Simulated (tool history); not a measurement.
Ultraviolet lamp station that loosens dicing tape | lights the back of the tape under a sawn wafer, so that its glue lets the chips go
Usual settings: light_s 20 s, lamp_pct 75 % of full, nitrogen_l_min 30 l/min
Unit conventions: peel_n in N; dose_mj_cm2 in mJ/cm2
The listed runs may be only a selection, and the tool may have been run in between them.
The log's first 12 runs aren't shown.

run 13 hour=567.7 | light_s=20 lamp_pct=75 nitrogen_l_min=30 | peel_n=1.618 dose_mj_cm2=249
run 14 hour=615.3 | light_s=20 lamp_pct=75 nitrogen_l_min=30 | peel_n=1.666 dose_mj_cm2=244
-- hour=653.1 window cleaned of glue's vapour, once more
run 15 hour=676.8 | light_s=20 lamp_pct=75 nitrogen_l_min=30 | peel_n=0.886 dose_mj_cm2=342
run 16 hour=724.9 | light_s=20 lamp_pct=83 nitrogen_l_min=30 | peel_n=0.759 dose_mj_cm2=373
run 17 hour=782.5 | light_s=20 lamp_pct=83 nitrogen_l_min=30 | peel_n=0.784 dose_mj_cm2=371
run 18 hour=831.8 | light_s=20 lamp_pct=83 nitrogen_l_min=30 | peel_n=0.84 dose_mj_cm2=359
run 19 hour=872.1 | light_s=20 lamp_pct=75 nitrogen_l_min=30 | peel_n=1.024 dose_mj_cm2=320
run 20 hour=903 | light_s=20 lamp_pct=75 nitrogen_l_min=30 | peel_n=1.067 dose_mj_cm2=315
run 21 hour=960.7 | light_s=20 lamp_pct=75 nitrogen_l_min=30 | peel_n=1.088 dose_mj_cm2=306
run 22 hour=1001.3 | light_s=13 lamp_pct=75 nitrogen_l_min=30 | peel_n=2.198 dose_mj_cm2=197
run 23 hour=1059.6 | light_s=12 lamp_pct=88 nitrogen_l_min=9 | peel_n=3.342 dose_mj_cm2=206
run 24 hour=1105.6 | light_s=13 lamp_pct=93 nitrogen_l_min=9 | peel_n=2.958 dose_mj_cm2=236
run 25 hour=1159.2 | light_s=13 lamp_pct=93 nitrogen_l_min=9 | peel_n=2.968 dose_mj_cm2=230
run 26 hour=1191.7 | light_s=28 lamp_pct=79 nitrogen_l_min=30 | peel_n=0.591 dose_mj_cm2=419
run 27 hour=1222.7 | light_s=32 lamp_pct=79 nitrogen_l_min=13 | peel_n=0.839 dose_mj_cm2=473
run 28 hour=1281.9 | light_s=37 lamp_pct=83 nitrogen_l_min=30 | peel_n=0.296 dose_mj_cm2=556
run 29 hour=1315.1 | light_s=38 lamp_pct=93 nitrogen_l_min=18 | peel_n=0.329 dose_mj_cm2=627
run 30 hour=1352.4 | light_s=20 lamp_pct=83 nitrogen_l_min=33 | peel_n=1.213 dose_mj_cm2=289
run 31 hour=1378.3 | light_s=20 lamp_pct=67 nitrogen_l_min=16 | peel_n=2.377 dose_mj_cm2=235
run 32 hour=1426.2 | light_s=38 lamp_pct=62 nitrogen_l_min=30 | peel_n=0.634 dose_mj_cm2=397
run 33 hour=1473.5 | light_s=26 lamp_pct=81 nitrogen_l_min=11 | peel_n=1.643 dose_mj_cm2=349
-- hour=1483.9 window cleaned of glue's vapour
-- hour=1500.8 lamp changed
run 34 hour=1524.2 | light_s=26 lamp_pct=81 nitrogen_l_min=11 | peel_n=0.544 dose_mj_cm2=610
run 35 hour=1562.7 | light_s=26 lamp_pct=81 nitrogen_l_min=11 | peel_n=0.567 dose_mj_cm2=603
run 36 hour=1603.9 | light_s=27 lamp_pct=74 nitrogen_l_min=41 | peel_n=0.218 dose_mj_cm2=564
run 37 hour=1662.9 | light_s=25 lamp_pct=74 nitrogen_l_min=40 | peel_n=0.287 dose_mj_cm2=514

Run 38 is up next; what results do you expect?
run 38 hour=1692.5 | light_s=25 lamp_pct=74 nitrogen_l_min=40 | peel_n=? dose_mj_cm2=?

peel_n: 0.3 N
dose_mj_cm2: 506 mJ/cm2
Take away the tool's hidden state, keep the run-to-run variation as it was, and the same run would have given peel_n 0.242 N, dose_mj_cm2 553 mJ/cm2.

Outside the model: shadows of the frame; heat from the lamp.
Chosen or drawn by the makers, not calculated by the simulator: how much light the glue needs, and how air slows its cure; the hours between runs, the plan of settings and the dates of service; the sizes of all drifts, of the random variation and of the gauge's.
